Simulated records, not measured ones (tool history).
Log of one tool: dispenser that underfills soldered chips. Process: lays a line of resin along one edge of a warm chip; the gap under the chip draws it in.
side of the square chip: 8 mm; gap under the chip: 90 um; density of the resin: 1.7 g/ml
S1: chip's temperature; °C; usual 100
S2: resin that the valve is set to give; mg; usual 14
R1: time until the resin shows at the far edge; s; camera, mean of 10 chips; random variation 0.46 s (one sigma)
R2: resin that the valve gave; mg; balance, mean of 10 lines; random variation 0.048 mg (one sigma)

run,hour,S1,S2,R1,R2
1,0,100,14,59.4,13.77
# hour 3.4: new syringe of resin
2,5.3,100,14,39.4,13.81
3,10.1,105,14,39.1,13.73
4,14.7,105,14.7,45,14.44
5,20.2,100,14,65,13.72
# hour 20.8: new syringe of resin
6,25.3,100,14,41.7,13.69
7,28.2,100,14,47.4,13.73
8,33,100,14,55.6,13.75
# hour 38.1: new syringe of resin
9,39.4,100,14,37.2,13.74
10,43,100,14,43.3,13.64
11,46.1,114,14,29.3,13.67
12,49.9,93,15.5,70,15.14
13,52.5,93,15.5,78.1,15.13
# hour 54.7: dispensing valve cleaned and set on the balance
# hour 56.4: new syringe of resin
14,56.4,93,15.5,46,15.57
15,60.7,93,13.9,54.5,13.84
16,66.8,86,12.9,90.6,12.89
17,69.6,86,12.9,98.3,12.84
# hour 73.7: new syringe of resin
18,76.1,108,15.7,29,15.65
19,81.7,103,15.7,43,15.55
20,86.5,98,15.5,60.3,15.46

Forecast each of these 4 alternatives for the next run:
# hour 91.1: new syringe of resin
A,91.1,110,13.7,?,?
# hour 91.1: new syringe of resin
B,91.1,115,15.8,?,?
# hour 91.1: new syringe of resin
C,91.1,114,18,?,?
# hour 91.1: new syringe of resin
D,91.1,102,15.7,?,?

run,R1,R2
A,25.4,13.64
B,21.2,15.63
C,21.8,17.85
D,32.5,15.43
Without the tool's hidden state the same runs would have given:
run,R1,R2
A,24.1,13.76
B,20.1,15.77
C,20.7,18.01
D,30.8,15.57
